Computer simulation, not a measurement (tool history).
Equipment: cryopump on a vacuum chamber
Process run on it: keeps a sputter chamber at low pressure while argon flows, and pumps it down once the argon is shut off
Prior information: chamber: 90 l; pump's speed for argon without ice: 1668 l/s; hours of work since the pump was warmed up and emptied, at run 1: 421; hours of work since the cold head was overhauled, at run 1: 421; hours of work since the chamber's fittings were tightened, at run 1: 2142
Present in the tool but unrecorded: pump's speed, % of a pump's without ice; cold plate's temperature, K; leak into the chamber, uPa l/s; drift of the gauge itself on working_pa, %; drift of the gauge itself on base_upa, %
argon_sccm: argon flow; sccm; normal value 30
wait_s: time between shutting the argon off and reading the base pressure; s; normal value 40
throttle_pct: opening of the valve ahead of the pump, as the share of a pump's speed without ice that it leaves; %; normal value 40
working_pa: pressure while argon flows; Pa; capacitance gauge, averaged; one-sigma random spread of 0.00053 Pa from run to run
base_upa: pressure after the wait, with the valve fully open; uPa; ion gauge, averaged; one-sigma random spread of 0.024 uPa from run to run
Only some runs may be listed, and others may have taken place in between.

run,hour,argon_sccm,wait_s,throttle_pct,hours of work since the pump was warmed up and emptied,hours of work since the cold head was overhauled,hours of work since the chamber's fittings were tightened,working_pa,base_upa
1,0,30,40,40,421,421,2142,0.078,1.31
2,53.9,30,40,40,455,455,2176,0.0779,1.37
3,114.6,27,40,40,494,494,2214,0.0713,1.35
4,139.4,27,40,42,509,509,2230,0.0682,1.41
5,173.7,27,40,42,531,531,2252,0.0684,1.36
6,223.9,30,40,40,563,563,2284,0.0799,1.36
7,277.9,30,40,40,597,597,2318,0.0807,1.44
8,304.4,30,79,40,614,614,2335,0.0797,1.02
9,346.4,13,265,29,640,640,2361,0.0473,0.79
10,401,30,240,33,675,675,2396,0.0967,0.78
11,435.2,30,118,18,696,696,2417,0.1734,0.94
12,485.8,15,117,32,729,729,2449,0.0509,0.95
13,545.7,24,40,31,766,766,2487,0.0817,1.44
14,585.9,24,40,31,792,792,2513,0.0826,1.44
15,643.5,20,40,48,828,828,2549,0.0455,1.43
16,690.9,17,226,34,858,858,2579,0.0542,0.84

Each row is a separate what-if for the run after 16, all from the same tool condition, not one after another. Results?
A,720.3,22,71,34,877,877,2598,?,?
B,720.3,58,30,52,877,877,2598,?,?
C,720.3,30,37,17,877,877,2598,?,?
D,720.3,20,40,30,877,877,2598,?,?

run,working_pa,base_upa
A,0.0697,1.16
B,0.1245,1.73
C,0.184,1.53
D,0.0704,1.46
Without the tool's unlogged condition, the same runs would have read:
run,working_pa,base_upa
A,0.0656,0.6
B,0.1137,1.15
C,0.1784,0.96
D,0.0667,0.89
